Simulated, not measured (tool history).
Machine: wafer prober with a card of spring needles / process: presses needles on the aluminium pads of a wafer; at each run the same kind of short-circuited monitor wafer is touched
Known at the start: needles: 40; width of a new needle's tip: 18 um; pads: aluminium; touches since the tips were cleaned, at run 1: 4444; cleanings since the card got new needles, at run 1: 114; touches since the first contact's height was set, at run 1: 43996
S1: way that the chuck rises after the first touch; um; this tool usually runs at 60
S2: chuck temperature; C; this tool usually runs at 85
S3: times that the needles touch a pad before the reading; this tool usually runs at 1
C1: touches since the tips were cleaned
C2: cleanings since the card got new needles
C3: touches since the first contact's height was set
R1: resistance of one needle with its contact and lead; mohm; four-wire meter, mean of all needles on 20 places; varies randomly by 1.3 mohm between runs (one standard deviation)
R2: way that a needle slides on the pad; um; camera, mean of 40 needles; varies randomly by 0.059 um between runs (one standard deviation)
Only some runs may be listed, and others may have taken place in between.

| run | hour | S1 | S2 | S3 | C1 | C2 | C3 | R1 | R2 |
|---|---|---|---|---|---|---|---|---|---|
| 1 | 0 | 60 | 85 | 1 | 4444 | 114 | 43996 | 161 | 12.41 |
|  | 1.8 | tips cleaned on abrasive film |
|  | 10.5 | tips cleaned on abrasive film |
|  | 19.2 | tips cleaned on abrasive film |
|  | 27.9 | tips cleaned on abrasive film |
| 2 | 28.3 | 60 | 85 | 2 | 293 | 118 | 62370 | 119 | 12.41 |
|  | 35.3 | tips cleaned on abrasive film |
|  | 44 | tips cleaned on abrasive film |
|  | 52.7 | tips cleaned on abrasive film |
| 3 | 59.3 | 60 | 85 | 2 | 4301 | 121 | 82492 | 147 | 12.33 |
|  | 61.1 | tips cleaned on abrasive film |
|  | 68.1 | tips cleaned on abrasive film |
|  | 76.7 | tips cleaned on abrasive film |
|  | 80.5 | height of the first contact set anew |
|  | 85.5 | tips cleaned on abrasive film |
| 4 | 85.5 | 60 | 85 | 1 | 0 | 125 | 3213 | 120 | 12.01 |
|  | 94.2 | tips cleaned on abrasive film |
|  | 102.9 | tips cleaned on abrasive film |
|  | 111.6 | tips cleaned on abrasive film |
| 5 | 116.9 | 60 | 85 | 1 | 3507 | 128 | 23670 | 164 | 12.05 |
|  | 118.7 | tips cleaned on abrasive film |
|  | 127.4 | tips cleaned on abrasive film |
|  | 136.1 | tips cleaned on abrasive film |
|  | 144.8 | tips cleaned on abrasive film |
|  | 153.5 | tips cleaned on abrasive film |
|  | 158.9 | height of the first contact set anew, once more |
| 6 | 160.4 | 60 | 85 | 1 | 4351 | 133 | 961 | 161 | 12.72 |
|  | 162.2 | tips cleaned on abrasive film |
|  | 170.9 | tips cleaned on abrasive film |
|  | 177.9 | tips cleaned on abrasive film |
|  | 186.6 | tips cleaned on abrasive film |
| 7 | 192.5 | 60 | 85 | 1 | 3880 | 137 | 21792 | 166 | 12.52 |
|  | 194.3 | tips cleaned on abrasive film |
|  | 203 | tips cleaned on abrasive film |
|  | 211.7 | tips cleaned on abrasive film |
| 8 | 213.2 | 60 | 85 | 1 | 966 | 140 | 35188 | 139 | 12.5 |
|  | 220.1 | tips cleaned on abrasive film |
|  | 228.8 | tips cleaned on abrasive film |
|  | 236.2 | tips cleaned on abrasive film |
| 9 | 236.2 | 60 | 85 | 1 | 0 | 143 | 50127 | 123 | 12.45 |
|  | 244.9 | tips cleaned on abrasive film |
|  | 253.6 | tips cleaned on abrasive film |
|  | 262.3 | tips cleaned on abrasive film |
| 10 | 264.8 | 60 | 85 | 1 | 1690 | 146 | 68765 | 150 | 12.29 |
|  | 270.1 | tips cleaned on abrasive film |
|  | 278.8 | tips cleaned on abrasive film |
|  | 285.8 | tips cleaned on abrasive film |
|  | 294.5 | tips cleaned on abrasive film |
| 11 | 299.9 | 60 | 85 | 1 | 3545 | 150 | 91522 | 160 | 12.16 |
|  | 301.7 | tips cleaned on abrasive film |
|  | 307.1 | height of the first contact set anew |
|  | 310.7 | tips cleaned on abrasive film |
|  | 319.4 | tips cleaned on abrasive film |
| 12 | 324 | 60 | 85 | 1 | 3055 | 153 | 10965 | 159 | 12.6 |
|  | 327.6 | tips cleaned on abrasive film |
|  | 336.3 | tips cleaned on abrasive film |
|  | 344.9 | tips cleaned on abrasive film |
|  | 353.6 | tips cleaned on abrasive film |
|  | 360.6 | tips cleaned on abrasive film |
| 13 | 363.6 | 65 | 58 | 1 | 1944 | 158 | 36640 | 139 | 13.48 |
|  | 368.8 | tips cleaned on abrasive film |
|  | 375.8 | tips cleaned on abrasive film |
|  | 384.5 | tips cleaned on abrasive film |
|  | 393.2 | tips cleaned on abrasive film |
| 14 | 398.8 | 60 | 32 | 1 | 3680 | 162 | 59531 | 168 | 12.38 |
|  | 400.6 | tips cleaned on abrasive film |
|  | 409.3 | tips cleaned on abrasive film |
|  | 418 | tips cleaned on abrasive film |
|  | 426.7 | tips cleaned on abrasive film |
|  | 435.4 | tips cleaned on abrasive film |
|  | 443.7 | tips cleaned on abrasive film |
| 15 | 443.7 | 60 | 32 | 1 | 0 | 168 | 88683 | 116 | 12.21 |
|  | 450.7 | tips cleaned on abrasive film |
|  | 456.2 | height of the first contact set anew |
|  | 459.7 | tips cleaned on abrasive film |
|  | 466.7 | tips cleaned on abrasive film |
|  | 475.4 | tips cleaned on abrasive film |
|  | 482.4 | tips cleaned on abrasive film |
| 16 | 487.5 | 71 | 32 | 1 | 3415 | 173 | 20365 | 147 | 14.87 |
|  | 489.4 | tips cleaned on abrasive film |
|  | 498.1 | tips cleaned on abrasive film |
|  | 506.8 | tips cleaned on abrasive film |
|  | 513.8 | tips cleaned on abrasive film |
|  | 521.2 | tips cleaned on abrasive film |
| 17 | 521.2 | 71 | 32 | 1 | 0 | 178 | 42191 | 111 | 14.62 |
|  | 529.9 | tips cleaned on abrasive film |
|  | 536.9 | tips cleaned on abrasive film |
|  | 545.6 | tips cleaned on abrasive film |
|  | 554.3 | tips cleaned on abrasive film |
| 18 | 559.2 | 60 | 38 | 2 | 3203 | 182 | 66864 | 146 | 12.39 |
|  | 562.7 | tips cleaned on abrasive film |
|  | 569.7 | tips cleaned on abrasive film |
|  | 578.4 | tips cleaned on abrasive film |
|  | 587.1 | tips cleaned on abrasive film |
|  | 595.8 | tips cleaned on abrasive film |
| 19 | 597.1 | 46 | 32 | 1 | 893 | 187 | 91488 | 151 | 9.22 |
|  | 604.1 | tips cleaned on abrasive film |
|  | 604.4 | height of the first contact set anew |
|  | 613.1 | tips cleaned on abrasive film |
|  | 621.8 | tips cleaned on abrasive film |
|  | 630.5 | tips cleaned on abrasive film |
| 20 | 633.5 | 50 | 28 | 2 | 1954 | 191 | 18905 | 150 | 10.43 |
|  | 638.7 | tips cleaned on abrasive film |
|  | 645.7 | tips cleaned on abrasive film |
|  | 654.4 | tips cleaned on abrasive film |
| 21 | 656.4 | 60 | 85 | 2 | 1313 | 194 | 33778 | 136 | 12.46 |
|  | 661.7 | tips cleaned on abrasive film |
|  | 670.3 | tips cleaned on abrasive film |
|  | 677.3 | tips cleaned on abrasive film |
| 22 | 683.1 | 69 | 63 | 1 | 3786 | 197 | 51126 | 155 | 14.3 |
|  | 684.9 | tips cleaned on abrasive film |
|  | 693.6 | tips cleaned on abrasive film |
|  | 702.3 | tips cleaned on abrasive film |
|  | 711 | tips cleaned on abrasive film |
|  | 719.7 | tips cleaned on abrasive film |
|  | 727.4 | tips cleaned on abrasive film |
| 23 | 727.4 | 60 | 36 | 1 | 0 | 203 | 79876 | 116 | 12.19 |
|  | 734.4 | tips cleaned on abrasive film |
|  | 741.4 | tips cleaned on abrasive film |
|  | 750.1 | tips cleaned on abrasive film |
|  | 753.8 | height of the first contact set anew |
| 24 | 756.1 | 52 | 76 | 3 | 3772 | 206 | 1512 | 147 | 10.99 |

Predict each of these 5 candidate next runs independently; none follows another, all start after run 24:
|  | 757.9 | tips cleaned on abrasive film |
|  | 766.6 | tips cleaned on abrasive film |
|  | 775.3 | tips cleaned on abrasive film |
|  | 782.9 | tips cleaned on abrasive film |
| A | 782.9 | 52 | 76 | 2 | 0 | 210 | 18849 | ? | ? |
|  | 757.9 | tips cleaned on abrasive film |
|  | 766.6 | tips cleaned on abrasive film |
|  | 775.3 | tips cleaned on abrasive film |
|  | 782.9 | tips cleaned on abrasive film |
| B | 782.9 | 60 | 63 | 3 | 0 | 210 | 18849 | ? | ? |
|  | 757.9 | tips cleaned on abrasive film |
|  | 766.6 | tips cleaned on abrasive film |
|  | 775.3 | tips cleaned on abrasive film |
|  | 782.9 | tips cleaned on abrasive film |
| C | 782.9 | 57 | 61 | 3 | 0 | 210 | 18849 | ? | ? |
|  | 757.9 | tips cleaned on abrasive film |
|  | 766.6 | tips cleaned on abrasive film |
|  | 775.3 | tips cleaned on abrasive film |
|  | 782.9 | tips cleaned on abrasive film |
| D | 782.9 | 52 | 76 | 1 | 0 | 210 | 18849 | ? | ? |
|  | 757.9 | tips cleaned on abrasive film |
|  | 766.6 | tips cleaned on abrasive film |
|  | 775.3 | tips cleaned on abrasive film |
|  | 782.9 | tips cleaned on abrasive film |
| E | 782.9 | 49 | 79 | 3 | 0 | 210 | 18849 | ? | ? |

| run | R1 | R2 |
|---|---|---|
| A | 121 | 10.73 |
| B | 115 | 12.51 |
| C | 119 | 11.82 |
| D | 124 | 10.78 |
| E | 123 | 10.25 |
What these runs would have given with no unlogged condition in the tool:
| run | R1 | R2 |
|---|---|---|
| A | 111 | 10.83 |
| B | 108 | 12.62 |
| C | 112 | 11.92 |
| D | 113 | 10.88 |
| E | 114 | 10.35 |
